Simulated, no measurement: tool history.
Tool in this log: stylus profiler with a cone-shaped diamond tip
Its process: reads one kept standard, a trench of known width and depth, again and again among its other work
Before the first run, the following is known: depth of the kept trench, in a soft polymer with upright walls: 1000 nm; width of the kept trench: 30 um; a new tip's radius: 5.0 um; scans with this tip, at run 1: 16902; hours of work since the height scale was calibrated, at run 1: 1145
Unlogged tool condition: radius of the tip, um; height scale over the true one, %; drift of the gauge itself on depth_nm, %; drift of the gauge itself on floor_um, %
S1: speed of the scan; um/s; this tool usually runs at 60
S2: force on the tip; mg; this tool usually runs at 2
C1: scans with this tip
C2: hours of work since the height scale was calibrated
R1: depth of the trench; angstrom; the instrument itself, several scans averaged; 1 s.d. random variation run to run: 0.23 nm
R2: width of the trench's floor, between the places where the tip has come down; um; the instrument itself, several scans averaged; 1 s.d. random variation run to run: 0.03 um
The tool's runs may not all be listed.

run 1 day=0 | S1=60 S2=2 | C1=16902 C2=1145 | R1=10109.7 R2=20.11
-- day=2.833 height scale calibrated on a step standard
run 2 day=2.992 | S1=60 S2=2 | C1=17527 C2=2 | R1=10135.6 R2=19.98
run 3 day=4.958 | S1=174 S2=2 | C1=17942 C2=30 | R1=10131.8 R2=19.27
-- day=5.742 new tip fitted, height scale calibrated
run 4 day=7.658 | S1=156 S2=2 | C1=404 C2=27 | R1=10079.9 R2=22.9
run 5 day=9.529 | S1=156 S2=2 | C1=798 C2=54 | R1=10075.3 R2=22.8
run 6 day=11.704 | S1=156 S2=2 | C1=1256 C2=85 | R1=10084.2 R2=22.66
run 7 day=13.112 | S1=60 S2=2 | C1=1552 C2=105 | R1=10078.2 R2=23.08
run 8 day=15.129 | S1=60 S2=1.26 | C1=1976 C2=134 | R1=10060.5 R2=22.96
run 9 day=18.304 | S1=60 S2=1.26 | C1=2645 C2=179 | R1=10070 R2=22.78
-- day=21.112 height scale calibrated on a step standard, once more
run 10 day=21.229 | S1=60 S2=1.26 | C1=3256 C2=2 | R1=10056.3 R2=22.63
run 11 day=23.338 | S1=60 S2=1.26 | C1=3700 C2=32 | R1=10055.7 R2=22.57
run 12 day=25.275 | S1=60 S2=1.26 | C1=4108 C2=59 | R1=10058.8 R2=22.45
run 13 day=28.225 | S1=60 S2=1.26 | C1=4729 C2=101 | R1=10061.2 R2=22.31
run 14 day=29.662 | S1=60 S2=1.26 | C1=5032 C2=122 | R1=10059.7 R2=22.22
run 15 day=31.442 | S1=20 S2=1.34 | C1=5406 C2=147 | R1=10062.3 R2=22.45
run 16 day=34.288 | S1=20 S2=1.34 | C1=6005 C2=188 | R1=10067.6 R2=22.32
run 17 day=35.862 | S1=37 S2=1.56 | C1=6336 C2=210 | R1=10072.3 R2=22.17
run 18 day=37.242 | S1=37 S2=1.56 | C1=6627 C2=230 | R1=10073.5 R2=22.08
run 19 day=38.971 | S1=51 S2=0.75 | C1=6990 C2=255 | R1=10049.8 R2=21.79
run 20 day=41.267 | S1=51 S2=0.75 | C1=7474 C2=287 | R1=10046.5 R2=21.6
run 21 day=44.171 | S1=144 S2=0.75 | C1=8085 C2=329 | R1=10049.7 R2=20.68
run 22 day=46.279 | S1=144 S2=0.75 | C1=8529 C2=359 | R1=10047.6 R2=20.58
run 23 day=48.638 | S1=103 S2=1.33 | C1=9026 C2=392 | R1=10070.8 R2=21.1

Pick out some run-to-run changes in R1. Of each, how much would a tool without hidden state show as well, from the settings, what came in and chance, and how much is left for the hidden state and any gauge scatter not in both results compared?
Run 1 -> 2: height scale calibrated on a step standard. R1 +25.9 angstrom: hidden state +23.3, all else +2.6.
Run 3 -> 4: S1 174 -> 156, new tip fitted, height scale calibrated. R1 -51.9 angstrom: hidden state -56.7, all else +4.8.
